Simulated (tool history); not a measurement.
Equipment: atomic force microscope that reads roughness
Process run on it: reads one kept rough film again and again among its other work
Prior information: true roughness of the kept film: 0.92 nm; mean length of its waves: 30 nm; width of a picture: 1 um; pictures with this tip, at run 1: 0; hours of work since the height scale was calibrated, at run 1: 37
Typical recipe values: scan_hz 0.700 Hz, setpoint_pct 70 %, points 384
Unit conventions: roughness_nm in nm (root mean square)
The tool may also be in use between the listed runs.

run    hour  scan_hz  setpoint_pct  points  pictures with this tip  hours of work since the height scale was calibrated  roughness_nm
  1     0.0    0.700            70     384                       0                                                   37         0.866
  2    64.5    0.700            70     384                      57                                                   70         0.853
  3   112.2    0.700            70     384                      99                                                   94         0.856
  4   169.3    0.700            70     384                     149                                                  124         0.846
  5   210.9    0.700            70     384                     185                                                  145         0.835
  6   253.0    0.700            70     769                     222                                                  167         0.835
      275.2  -- new tip fitted
  7   286.8    0.700            70     384                      11                                                  184         0.860
  8   324.3    0.700            70     384                      43                                                  203         0.857
  9   389.7    0.700            70     384                     101                                                  237         0.841
 10   442.6    0.700            80     384                     147                                                  264         0.830
 11   492.3    0.700            80     384                     191                                                  289         0.815
      546.0  -- new tip fitted
 12   546.4    0.700            80     384                       0                                                  317         0.850
 13   581.9    0.700            80     384                      31                                                  335         0.844
 14   650.8    0.700            80     384                      91                                                  370         0.841
 15   727.8    1.799            70     384                     159                                                  410         0.814
 16   792.5    1.799            70     384                     216                                                  443         0.815
      819.5  -- new tip fitted
 17   859.8    1.799            70     384                      35                                                  477         0.836
 18   908.0    0.856            66     260                      78                                                  502         0.850
 19   983.7    0.856            66     260                     144                                                  541         0.834
 20  1033.9    0.856            66     260                     188                                                  566         0.826
 21  1076.9    0.856            66     260                     226                                                  589         0.820
     1089.9  -- new tip fitted
 22  1143.3    1.043            61     531                      47                                                  622         0.859
 23  1206.2    1.043            61     531                     102                                                  655         0.859
 24  1245.7    0.700            88     266                     137                                                  675         0.795
 25  1279.3    0.700            88     266                     166                                                  692         0.806
 26  1325.3    2.265            70     455                     206                                                  716         0.778
     1361.3  -- new tip fitted
 27  1378.4    1.104            70     503                      15                                                  743         0.851
 28  1413.5    1.082            65     842                      45                                                  761         0.855
 29  1480.7    1.082            65     842                     104                                                  795         0.844
 30  1547.9    1.136            70     539                     163                                                  830         0.818

Hidden condition of the tool, last listed run before each entry between runs versus first listed run after:
From run 6 to run 7: new tip fitted (hour 275.2)
  radius of the tip, nm: 19.6 -> 7.8; height scale over the true one, %: -0.23 -> -0.25
  measured less the result without the state, roughness_nm: -0.043 -> -0.005 nm (root mean square)
From run 11 to run 12: new tip fitted (hour 546.0)
  radius of the tip, nm: 17.7 -> 7.3; height scale over the true one, %: -0.38 -> -0.41
  measured less the result without the state, roughness_nm: -0.037 -> -0.004 nm (root mean square)
From run 16 to run 17: new tip fitted (hour 819.5)
  radius of the tip, nm: 19.2 -> 9.1; height scale over the true one, %: -0.57 -> -0.61
  measured less the result without the state, roughness_nm: -0.043 -> -0.012 nm (root mean square)
From run 21 to run 22: new tip fitted (hour 1089.9)
  radius of the tip, nm: 19 -> 9.7; height scale over the true one, %: -0.75 -> -0.8
  measured less the result without the state, roughness_nm: -0.046 -> -0.016 nm (root mean square)
From run 26 to run 27: new tip fitted (hour 1361.3)
  radius of the tip, nm: 18.4 -> 8.2; height scale over the true one, %: -0.92 -> -0.95
  measured less the result without the state, roughness_nm: -0.043 -> -0.012 nm (root mean square)

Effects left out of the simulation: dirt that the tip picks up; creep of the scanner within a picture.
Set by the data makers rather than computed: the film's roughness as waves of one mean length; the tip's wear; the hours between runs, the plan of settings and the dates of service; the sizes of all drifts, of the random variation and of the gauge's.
